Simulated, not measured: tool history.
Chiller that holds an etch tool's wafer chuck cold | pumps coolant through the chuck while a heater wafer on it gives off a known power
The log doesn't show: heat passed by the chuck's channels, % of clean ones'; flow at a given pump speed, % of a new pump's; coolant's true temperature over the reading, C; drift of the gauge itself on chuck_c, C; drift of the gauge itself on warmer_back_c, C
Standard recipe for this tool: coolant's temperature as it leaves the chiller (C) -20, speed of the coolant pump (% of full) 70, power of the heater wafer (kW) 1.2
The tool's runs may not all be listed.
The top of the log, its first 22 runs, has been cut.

run	hour	coolant's temperature as it leaves the chiller (C)	speed of the coolant pump (% of full)	power of the heater wafer (kW)	hours since the coolant was changed and the channels were flushed	hours since the pump was overhauled	hours since the chiller's thermometer was calibrated	chuck's temperature once it has settled (C)	how much warmer the coolant comes back (C)
23	2132.3	-16	93	1.244	624	2308	3441	-5.9	3.74
24	2221.5	-13	66	1.244	714	2397	3530	0.5	5.19
25	2348.5	-13	66	1.014	841	2524	3657	-2.1	4.27
26	2414.8	-15	100	1.2	907	2590	3723	-5.7	3.32
27	2549.2	-23	79	0.858	1041	2725	3858	-15.1	2.98
28	2635.9	-23	91	1.793	1128	2811	3945	-7.3	5.55
29	2729.8	-14	91	0.773	1222	2905	4039	-8	2.36
30	2840.5	-25	98	1.309	1333	3016	4149	-14.5	3.78
31	2928.4	-25	98	1.309	1420	3104	4237	-14.4	3.79

Forecast each of these 3 alternatives for the next run:
A	3010.9	-16	97	1.309	1503	3186	4320	?	?
B	3010.9	-29	100	1.2	1503	3186	4320	?	?
C	3010.9	-29	65	1.131	1503	3186	4320	?	?

run	chuck's temperature once it has settled (C)	how much warmer the coolant comes back (C)
A	-5.1	3.85
B	-19.5	3.42
C	-16.2	4.86
The same runs, with their run-to-run variation unchanged, on a tool lacking any hidden condition would have given:
run	chuck's temperature once it has settled (C)	how much warmer the coolant comes back (C)
A	-5.6	3.45
B	-19.8	3.06
C	-16.9	4.36
